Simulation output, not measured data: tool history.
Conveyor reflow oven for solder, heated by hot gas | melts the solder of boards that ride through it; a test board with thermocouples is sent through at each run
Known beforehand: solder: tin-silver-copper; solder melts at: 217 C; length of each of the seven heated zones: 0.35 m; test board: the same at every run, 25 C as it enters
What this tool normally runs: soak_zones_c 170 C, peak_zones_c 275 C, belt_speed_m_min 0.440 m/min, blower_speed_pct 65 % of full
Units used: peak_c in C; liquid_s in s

run  hour  soak_zones_c  peak_zones_c  belt_speed_m_min  blower_speed_pct  peak_c  liquid_s
  1   0.0           170           275             0.440                65   257.9      74.9
  2   6.9           170           275             0.440                65   258.4      75.6
  3  16.3           181           275             0.440                65   260.1      81.2
  4  22.7           181           275             0.440                65   260.2      81.6
  5  36.4           181           275             0.381                65   265.0      98.7
  6  43.9           181           275             0.381                65   264.6      97.5
  7  50.7           181           275             0.381                65   264.2      98.2

Predict the results of run 8:
  8  62.4           170           275             0.440                76       ?         ?

Run 8 yielded peak_c 260.5 C, liquid_s 77.3 s.
If the tool had no hidden condition, the same run with the same run-to-run variation would have returned peak_c 261.8 C, liquid_s 78.5 s.

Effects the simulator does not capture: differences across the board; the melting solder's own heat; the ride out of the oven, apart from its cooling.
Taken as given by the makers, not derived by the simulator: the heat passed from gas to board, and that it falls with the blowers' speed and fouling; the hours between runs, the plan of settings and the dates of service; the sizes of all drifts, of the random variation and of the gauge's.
